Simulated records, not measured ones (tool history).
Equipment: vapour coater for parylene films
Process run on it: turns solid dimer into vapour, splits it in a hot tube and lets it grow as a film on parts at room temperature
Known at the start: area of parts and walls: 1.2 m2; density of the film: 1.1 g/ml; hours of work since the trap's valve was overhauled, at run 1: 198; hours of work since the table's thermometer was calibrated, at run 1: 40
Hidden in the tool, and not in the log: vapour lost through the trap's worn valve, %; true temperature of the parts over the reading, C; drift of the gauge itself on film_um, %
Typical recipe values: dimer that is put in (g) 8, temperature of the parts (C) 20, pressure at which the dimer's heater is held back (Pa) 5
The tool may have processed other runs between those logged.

run	hour	dimer that is put in (g)	temperature of the parts (C)	pressure at which the dimer's heater is held back (Pa)	hours of work since the trap's valve was overhauled	hours of work since the table's thermometer was calibrated	thickness of the film (um)
1	0	8	20	5	198	40	3.19
2	34.2	8	20	5	217	59	3.18
3	68.1	8	20	5.95	236	77	3.16
4	95.9	8	20	5.95	251	93	3.16
5	111	8	20	5	259	101	3.13
6	135.8	8	20	5	273	115	3.19
7	167.6	8	20	5	290	132	3.11
8	183.7	8	16	5	299	141	3.73
9	219.2	8	16	5	319	160	3.72
10	234.4	8	16	5	327	169	3.69
11	260.7	8	18	5	341	183	3.34
12	278.6	8	20	5	351	193	3.05
13	309.5	8	20	5	368	210	3.01
14	341.8	8	20	5	386	228	3.03
# hour 372.8: trap's valve overhauled
15	372.8	8	20	5	0	243	3.39
16	403.9	8	20	5	17	260	3.39
17	433.8	8	14	5	34	276	4.48
18	465.4	8	14	5	51	294	4.55
19	496.4	8	14	5	68	311	4.39
20	524.6	11	15	10.95	83	326	5.6
21	543.5	12	19	5	94	336	5.23
22	572.4	8	22	11.52	110	352	2.91
23	593.5	3	17	7.84	121	364	1.39
24	610.3	3	19	3.71	131	373	1.28
25	632.6	3	19	3.71	143	385	1.26
26	656.3	3	19	3.71	156	398	1.34
27	676.9	3	19	3.71	167	410	1.3
28	709.6	9	14	4.45	185	428	4.8
29	725.3	9	14	4.45	194	436	4.8
30	759.3	8	16	7.5	212	455	3.76
31	786.2	6	20	10.1	227	470	2.29
32	816.9	6	20	10.1	244	487	2.3
33	838.9	6	23	8.51	256	499	2.03
34	869	10	15	2.63	273	515	5.15
35	904	8	28	2.59	292	535	2.32
36	923.7	8	28	2.59	303	545	2.24
37	953.1	8	28	2.59	319	562	2.22
38	981.9	4	12	5.73	335	577	2.2

Below are 4 alternative next runs, each starting from the tool's condition after run 38. Predict each:
A	1006.3	4	22	5.73	348	591	?
B	1006.3	4	12	5.39	348	591	?
C	1006.3	4	13	5	348	591	?
D	1006.3	8	20	4.18	348	591	?

run	thickness of the film (um)
A	1.42
B	2.22
C	2.12
D	3.08
Take away the tool's hidden state, keep each run's random variation, and the runs would have read:
run	thickness of the film (um)
A	1.55
B	2.42
C	2.31
D	3.36
